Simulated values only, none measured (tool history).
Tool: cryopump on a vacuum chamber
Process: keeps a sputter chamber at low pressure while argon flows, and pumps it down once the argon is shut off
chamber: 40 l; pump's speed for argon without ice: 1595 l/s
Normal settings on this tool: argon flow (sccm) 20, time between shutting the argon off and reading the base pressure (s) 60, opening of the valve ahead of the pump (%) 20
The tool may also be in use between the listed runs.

run   hour  argon flow (sccm)  time between shutting the argon off and reading the base pressure (s)  opening of the valve ahead of the pump (%)  pressure while argon flows (Pa)  pressure after the wait (uPa)
  1      0                 20                                                                     60                                          20                           0.1094                           1.64
  2   61.6                 20                                                                     60                                          60                           0.0376                           1.64
  3    117                 20                                                                     60                                          60                           0.0373                           1.67
  4  180.7                 20                                                                     60                                          60                           0.0371                           1.79
  5  272.6                 32                                                                     60                                          60                           0.0613                           1.85
  6  339.4                 32                                                                     60                                          60                           0.0617                           1.89
  7  387.4                 20                                                                     60                                          20                           0.1093                           1.87
  8  439.5                 20                                                                     60                                          20                           0.1098                           1.98
  9    526                 20                                                                     60                                          20                           0.1091                           2.03
 10  617.9                 22                                                                     60                                          16                           0.1496                           2.12
 11  703.8                 15                                                                    257                                          15                           0.1088                           1.83

Run 12, settings as shown, results not yet in. Your forecast:
 12  763.8                 15                                                                     22                                          15                                ?                              ?

pressure while argon flows (Pa): 0.1087
pressure after the wait (uPa): 2.91
On a tool with no hidden condition, and with the same random variation, this run would have come out at pressure while argon flows (Pa) 0.1054, pressure after the wait (uPa) 1.34.
